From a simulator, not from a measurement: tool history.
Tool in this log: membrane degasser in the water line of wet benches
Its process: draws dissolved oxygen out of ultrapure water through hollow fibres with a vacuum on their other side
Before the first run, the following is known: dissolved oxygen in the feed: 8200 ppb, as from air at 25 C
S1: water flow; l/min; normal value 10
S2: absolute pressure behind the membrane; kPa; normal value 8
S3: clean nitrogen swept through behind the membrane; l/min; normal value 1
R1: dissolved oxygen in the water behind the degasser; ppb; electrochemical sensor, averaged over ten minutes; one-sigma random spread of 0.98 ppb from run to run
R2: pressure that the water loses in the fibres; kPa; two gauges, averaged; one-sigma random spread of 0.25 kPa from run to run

run   hour  S1     S2    S3     R1     R2
  1      0  10      8     1  116.6  65.29
  2   41.8  10  13.25     1    234  64.78
  3   65.1  10      8     1  115.4  64.93
  4   98.4  10      8     1  117.9  64.98
  5  142.8  10      8     1  119.2  65.36
  6  163.2  10      8     1  117.5  64.54
  7  186.7  10   9.64     1  155.5  65.08
  8  228.7  14   8.54     1  188.1  89.97
  9  248.3  14   8.54     1  185.3  89.72
 10  274.5  10      8  0.41  255.1  64.05
 11  309.1  13  15.85  0.41  783.5   83.2
 12  346.1  13  15.85  0.88  437.3  83.09
 13  380.3  13  15.85  0.88  423.9  82.87

Alternative continuations, all from the tool just after run 13; predict every row:
  A  425.1  11  12.35  0.75   ?   ?
  B  425.1   8  12.03  2.43   ?   ?
  C  425.1   8  16.85     1   ?   ?

run     R1     R2
  A  304.7   70.3
  B   73.4  51.14
  C  258.7  51.15
Had the tool no hidden state, the same runs would have come out as:
run     R1     R2
  A  304.4  71.61
  B   73.3   52.1
  C  258.3   52.1
